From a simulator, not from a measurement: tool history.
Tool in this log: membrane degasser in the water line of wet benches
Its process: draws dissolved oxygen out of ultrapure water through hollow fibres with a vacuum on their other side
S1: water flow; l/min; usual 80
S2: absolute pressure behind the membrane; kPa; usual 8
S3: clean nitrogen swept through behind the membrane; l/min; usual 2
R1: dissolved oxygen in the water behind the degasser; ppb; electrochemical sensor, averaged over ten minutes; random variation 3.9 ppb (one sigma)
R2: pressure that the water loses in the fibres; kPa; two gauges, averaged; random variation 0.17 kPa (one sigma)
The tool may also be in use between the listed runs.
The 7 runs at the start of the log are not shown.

run,hour,S1,S2,S3,R1,R2
8,250.3,80,8,2,384.7,30.31
9,269.7,80,8,2,393.5,30.48
10,292.6,80,8,2,386.2,30.26
11,337,80,8,4.58,207.1,30.45
12,380,80,11.35,2,627.4,30.52
13,423.9,80,11.35,2,623.3,30.33
14,463.6,80,11.35,2,636.2,30.76
15,486.7,80,11.35,2,630.7,30.47
16,523.6,80,11.35,2,632.4,30.78
17,567.6,80,5.07,2,167,30.55
18,608.9,90,5.07,2,195.6,34.3
19,633.8,97,5.28,2,235.3,37.24
20,663.6,97,5.28,2,240.8,37.18
21,689.4,97,5.28,2,239.7,37.36
22,717.2,117,10.75,2.78,686.3,44.36
# hour 734.9: seals of the vacuum lines changed
23,767,80,16.85,2,987.9,30.37
# hour 770.4: vacuum gauge calibrated
24,795.6,80,16.85,2,1003.3,30.74
25,822.1,64,9.97,2,438.9,24.75
26,857.7,74,8,2,366.1,28.63
27,897.9,74,8,2,361.7,28.64
28,937.6,74,8,2,366.1,28.52
# hour 944.9: vacuum gauge calibrated, once more
29,977.3,74,8,2,362.4,28.55
30,1019,74,8,2,360.7,28.45

Predict the results of run 31:
31,1043.2,54,8,2,?,?

R1: 275.6 ppb
R2: 20.88 kPa
If the tool had no hidden condition, the same run with the same run-to-run variation would have returned R1 275.1 ppb, R2 20.18 kPa.
